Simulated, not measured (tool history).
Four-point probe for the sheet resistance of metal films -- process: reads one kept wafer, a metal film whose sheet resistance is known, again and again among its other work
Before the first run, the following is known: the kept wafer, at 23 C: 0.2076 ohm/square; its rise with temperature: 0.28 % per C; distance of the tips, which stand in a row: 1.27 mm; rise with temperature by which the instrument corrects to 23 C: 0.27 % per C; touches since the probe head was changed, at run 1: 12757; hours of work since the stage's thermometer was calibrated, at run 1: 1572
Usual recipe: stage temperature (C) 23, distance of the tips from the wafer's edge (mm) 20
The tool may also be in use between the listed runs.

run,hour,stage temperature (C),distance of the tips from the wafer's edge (mm),touches since the probe head was changed,hours of work since the stage's thermometer was calibrated,sheet resistance as the instrument gives it (ohm/square)
1,0.0,23,20,12757,1572,0.208285
2,22.7,23,20,13068,1585,0.208276
3,53.2,23,20,13487,1603,0.208306
4,70.7,23,20,13726,1614,0.208332
5,95.5,23,20,14066,1628,0.208311
6,126.6,19,20,14492,1646,0.208094
7,157.8,23,64,14920,1665,0.207837
8,173.1,23,64,15130,1674,0.207853
9,203.5,23,39,15546,1692,0.207960
10,222.6,28,3,15809,1703,0.226007
11,247.3,31,27,16147,1718,0.208291
12,262.9,32,5,16361,1727,0.215013
13,292.2,29,6,16762,1744,0.212892

Run 14 has not been measured yet. What should we expect?
14,313.0,22,7,17048,1756,?

Run 14 yielded sheet resistance as the instrument gives it (ohm/square) 0.211382.
With no hidden state in the tool, this same run would have given sheet resistance as the instrument gives it (ohm/square) 0.211152.
